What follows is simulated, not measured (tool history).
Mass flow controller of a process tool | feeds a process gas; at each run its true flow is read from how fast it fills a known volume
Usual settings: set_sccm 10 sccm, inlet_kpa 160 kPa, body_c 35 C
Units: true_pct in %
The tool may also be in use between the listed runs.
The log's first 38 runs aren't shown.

run,hour,set_sccm,inlet_kpa,body_c,hours of work since the controller was set to zero,hours of work since the controller was changed,true_pct
39,5227.2,10,150,35,1470,6118,102.02
40,5405.5,10,150,35,1587,6234,102.23
41,5493.8,6,143,28,1644,6292,101.79
42,5627.9,3,246,28,1732,6379,101.01
43,5789.4,11,196,34,1837,6485,102.04
44,5907.1,12,196,35,1913,6561,102.28
45,6098.2,5,279,21,2038,6686,100.91
46,6272.8,11,279,21,2152,6800,101.27
47,6447.4,3,269,37,2266,6913,101.67

Forecast each of these 5 alternatives for the next run:
A,6532,7,160,35,2321,6968,?
B,6532,2,175,22,2321,6968,?
C,6532,3,196,37,2321,6968,?
D,6532,5,157,36,2321,6968,?
E,6532,5,166,23,2321,6968,?

run,true_pct
A,102.49
B,101.82
C,102.3
D,102.55
E,101.95
Without the tool's hidden state the same runs would have given:
run,true_pct
A,100
B,99.33
C,99.81
D,100.06
E,99.47

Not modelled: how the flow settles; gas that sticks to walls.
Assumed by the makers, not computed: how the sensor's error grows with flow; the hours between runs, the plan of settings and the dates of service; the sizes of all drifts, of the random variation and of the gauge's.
